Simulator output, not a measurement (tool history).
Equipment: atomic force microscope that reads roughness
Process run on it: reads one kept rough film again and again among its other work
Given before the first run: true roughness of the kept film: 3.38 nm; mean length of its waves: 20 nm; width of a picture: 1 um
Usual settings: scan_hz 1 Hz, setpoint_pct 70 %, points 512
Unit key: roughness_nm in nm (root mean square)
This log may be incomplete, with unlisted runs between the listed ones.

run	day	scan_hz	setpoint_pct	points	roughness_nm
1	0	1	70	512	2.547
2	0.5	1	70	512	2.552
3	0.738	1	70	512	2.561
4	0.979	1	70	512	2.55
5	1.208	0.94	70	512	2.567
6	1.667	0.94	70	512	2.579
7	2.042	1	70	815	2.567
8	2.488	1	72	815	2.554
9	2.771	1	72	815	2.56
10	3.271	2.38	70	512	2.387
11	3.804	2.38	70	512	2.372
12	4.208	2.38	70	512	2.374
13	4.738	2.38	70	512	2.356

Not shown: 1 entry that the log had between the listed runs. Between which runs, and how does the tool's hidden state differ before and after?
From run 3 to run 4: new tip fitted (day 0.842)
  radius of the tip, nm: 7.2 -> 7
  measured value less the no-hidden-state value, roughness_nm: -0.013 -> -0.001 nm (root mean square)
